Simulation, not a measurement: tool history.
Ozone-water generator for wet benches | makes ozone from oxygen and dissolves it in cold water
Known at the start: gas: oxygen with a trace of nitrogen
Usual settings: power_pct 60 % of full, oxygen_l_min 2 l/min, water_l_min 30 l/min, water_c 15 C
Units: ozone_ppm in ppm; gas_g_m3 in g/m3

run    hour  power_pct  oxygen_l_min  water_l_min  water_c  ozone_ppm  gas_g_m3
  1       0         60             2           30       15        5.5     130.7
  2   127.3         60             2           30       15        5.6     130.5
  3   225.3         60             2           44       15        3.4       129
  4   325.4         60             2           44       15        3.2     129.3
  5     499         60             2           44       15        3.4     127.5
  6   634.2         60             2           30       15        5.4     129.5
  7   734.5         60             2           30       15        5.3     126.4
  8   871.5         60             2           30       15        5.3     125.8
      993.4  -- contactor cleaned
  9  1037.3         60             2           30       15        5.5     127.1
 10  1190.9         60             2           30       15        5.4     126.9
 11  1342.1         60             2           30       15        5.6     126.2
 12  1475.2         60             2           30       15        5.5     125.2
 13  1618.3         60             2           37       15        3.9     124.1
 14  1783.3         60             2           37       15        4.2     123.8
 15  1933.2         60             2           37       15        4.2     124.5
 16  2100.3         60             2           37       15        4.2     121.9
 17  2200.5         60             2           26       15        6.2     121.4
 18  2377.9         60             2           18       12        9.2     121.1
 19  2512.7         62          2.12           24       17        6.8     118.1
 20  2665.7         62          3.39           34       17        5.3      94.1
 21  2741.6         42             2           33        8        3.9      96.9
 22    2903         60          2.96           30       10          6      99.5
 23  3002.1         60          2.89           28       15        6.1     100.1
 24  3112.1         60             2           23       16        6.7     118.1
 25  3275.6         90          1.75           30       21          6     157.9
 26  3421.3         59          1.01           32       21        3.4     159.2
 27  3538.9         60          2.97           30       15        5.7      95.1
     3576.4  -- water thermometer calibrated
 28  3620.4         60          2.97           30       15        5.8      95.4
 29  3780.5         60          2.97           30       15        5.7      95.8
 30    3941         60          1.04           21       15        5.8     157.6
 31  4025.2         60          1.62           21       15        6.7     127.3
 32  4175.3         60             2           37       15        3.7     112.3
 33  4322.7         60             2           37       15        3.7     112.5

Hidden state or all else? Some run-to-run changes of ozone_ppm, split into what the settings, what came in and random variation would give without the hidden state, and what is left for the hidden state (with any gauge scatter that isn't in both results):
The hidden state here: yield of the discharge, % of new electrodes'; contactor's efficiency, % of a clean one's; true water temperature over the reading, C; drift of the gauge itself on ozone_ppm, %; drift of the gauge itself on gas_g_m3, %.
Run 17 -> 18: water_l_min 26 -> 18, water_c 15 -> 12. ozone_ppm +3 ppm: hidden state -0.3, all else +3.3.
Run 21 -> 22: power_pct 42 -> 60, oxygen_l_min 2 -> 2.96, water_l_min 33 -> 30, water_c 8 -> 10. ozone_ppm +2.1 ppm: hidden state -0.4, all else +2.5.
Run 25 -> 26: power_pct 90 -> 59, oxygen_l_min 1.75 -> 1.01, water_l_min 30 -> 32. ozone_ppm -2.6 ppm: hidden state +0.5, all else -3.1.
Run 31 -> 32: oxygen_l_min 1.62 -> 2, water_l_min 21 -> 37. ozone_ppm -3 ppm: hidden state +0.5, all else -3.5.
